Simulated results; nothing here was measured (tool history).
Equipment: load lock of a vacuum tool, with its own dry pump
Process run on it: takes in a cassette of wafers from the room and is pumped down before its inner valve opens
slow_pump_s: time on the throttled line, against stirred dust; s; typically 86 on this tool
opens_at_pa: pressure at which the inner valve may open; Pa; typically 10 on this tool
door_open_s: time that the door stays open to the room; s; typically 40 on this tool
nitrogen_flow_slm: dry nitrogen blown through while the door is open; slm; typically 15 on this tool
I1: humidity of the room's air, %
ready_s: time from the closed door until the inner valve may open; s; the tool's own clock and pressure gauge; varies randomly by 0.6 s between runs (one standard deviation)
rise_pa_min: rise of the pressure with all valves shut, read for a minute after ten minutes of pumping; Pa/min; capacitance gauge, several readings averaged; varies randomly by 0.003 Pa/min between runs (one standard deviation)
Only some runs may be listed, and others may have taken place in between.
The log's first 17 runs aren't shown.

run 18 hour=1121.4 | slow_pump_s=86 opens_at_pa=10 door_open_s=40 nitrogen_flow_slm=15 | I1=44.6 | ready_s=126.2 rise_pa_min=0.085
run 19 hour=1179.9 | slow_pump_s=86 opens_at_pa=18 door_open_s=40 nitrogen_flow_slm=15 | I1=41.3 | ready_s=122.6 rise_pa_min=0.090
run 20 hour=1220.8 | slow_pump_s=86 opens_at_pa=18 door_open_s=40 nitrogen_flow_slm=15 | I1=45.8 | ready_s=123.5 rise_pa_min=0.090
run 21 hour=1318.9 | slow_pump_s=86 opens_at_pa=18 door_open_s=40 nitrogen_flow_slm=15 | I1=45.2 | ready_s=123.5 rise_pa_min=0.099
run 22 hour=1408.5 | slow_pump_s=86 opens_at_pa=19 door_open_s=40 nitrogen_flow_slm=15 | I1=45.8 | ready_s=122.5 rise_pa_min=0.090
run 23 hour=1485.8 | slow_pump_s=46 opens_at_pa=7 door_open_s=154 nitrogen_flow_slm=17 | I1=47.7 | ready_s=92.8 rise_pa_min=0.131
run 24 hour=1533.5 | slow_pump_s=46 opens_at_pa=7 door_open_s=154 nitrogen_flow_slm=17 | I1=50.7 | ready_s=91.4 rise_pa_min=0.137
run 25 hour=1628.0 | slow_pump_s=86 opens_at_pa=10 door_open_s=56 nitrogen_flow_slm=17 | I1=47.3 | ready_s=127.3 rise_pa_min=0.103
run 26 hour=1691.0 | slow_pump_s=86 opens_at_pa=10 door_open_s=56 nitrogen_flow_slm=17 | I1=45.7 | ready_s=126.5 rise_pa_min=0.103
run 27 hour=1734.6 | slow_pump_s=53 opens_at_pa=17 door_open_s=171 nitrogen_flow_slm=23 | I1=45.2 | ready_s=93.2 rise_pa_min=0.129
run 28 hour=1781.4 | slow_pump_s=53 opens_at_pa=17 door_open_s=171 nitrogen_flow_slm=23 | I1=43.2 | ready_s=94.4 rise_pa_min=0.126
run 29 hour=1842.9 | slow_pump_s=86 opens_at_pa=10 door_open_s=40 nitrogen_flow_slm=5 | I1=47.4 | ready_s=126.2 rise_pa_min=0.112
run 30 hour=1896.1 | slow_pump_s=86 opens_at_pa=10 door_open_s=225 nitrogen_flow_slm=5 | I1=41.6 | ready_s=127.1 rise_pa_min=0.172
run 31 hour=1966.9 | slow_pump_s=86 opens_at_pa=9 door_open_s=40 nitrogen_flow_slm=33 | I1=42.3 | ready_s=127.3 rise_pa_min=0.095
run 32 hour=2008.7 | slow_pump_s=86 opens_at_pa=8 door_open_s=40 nitrogen_flow_slm=15 | I1=46.9 | ready_s=129.2 rise_pa_min=0.109
run 33 hour=2097.2 | slow_pump_s=67 opens_at_pa=8 door_open_s=40 nitrogen_flow_slm=5 | I1=43.3 | ready_s=110.8 rise_pa_min=0.115
run 34 hour=2195.2 | slow_pump_s=121 opens_at_pa=10 door_open_s=40 nitrogen_flow_slm=15 | I1=44.1 | ready_s=157.5 rise_pa_min=0.108
run 35 hour=2259.4 | slow_pump_s=121 opens_at_pa=10 door_open_s=40 nitrogen_flow_slm=15 | I1=45.3 | ready_s=158.8 rise_pa_min=0.110
run 36 hour=2357.1 | slow_pump_s=121 opens_at_pa=10 door_open_s=40 nitrogen_flow_slm=15 | I1=44.6 | ready_s=159.5 rise_pa_min=0.111

Each row is a separate what-if for the run after 36, all from the same tool condition, not one after another. Results?
run A hour=2412.6 | slow_pump_s=121 opens_at_pa=15 door_open_s=166 nitrogen_flow_slm=16 | I1=45.3 | ready_s=? rise_pa_min=?
run B hour=2412.6 | slow_pump_s=121 opens_at_pa=10 door_open_s=232 nitrogen_flow_slm=45 | I1=49.1 | ready_s=? rise_pa_min=?
run C hour=2412.6 | slow_pump_s=45 opens_at_pa=10 door_open_s=40 nitrogen_flow_slm=9 | I1=46.6 | ready_s=? rise_pa_min=?
run D hour=2412.6 | slow_pump_s=60 opens_at_pa=7 door_open_s=159 nitrogen_flow_slm=15 | I1=46.2 | ready_s=? rise_pa_min=?

run=A ready_s=156.3 rise_pa_min=0.151
run=B ready_s=158.4 rise_pa_min=0.145
run=C ready_s=90.5 rise_pa_min=0.121
run=D ready_s=106.1 rise_pa_min=0.152
Had the tool no hidden state, the same runs would have come out as:
run=A ready_s=151.5 rise_pa_min=0.068
run=B ready_s=153.4 rise_pa_min=0.061
run=C ready_s=84.5 rise_pa_min=0.038
run=D ready_s=100.0 rise_pa_min=0.069
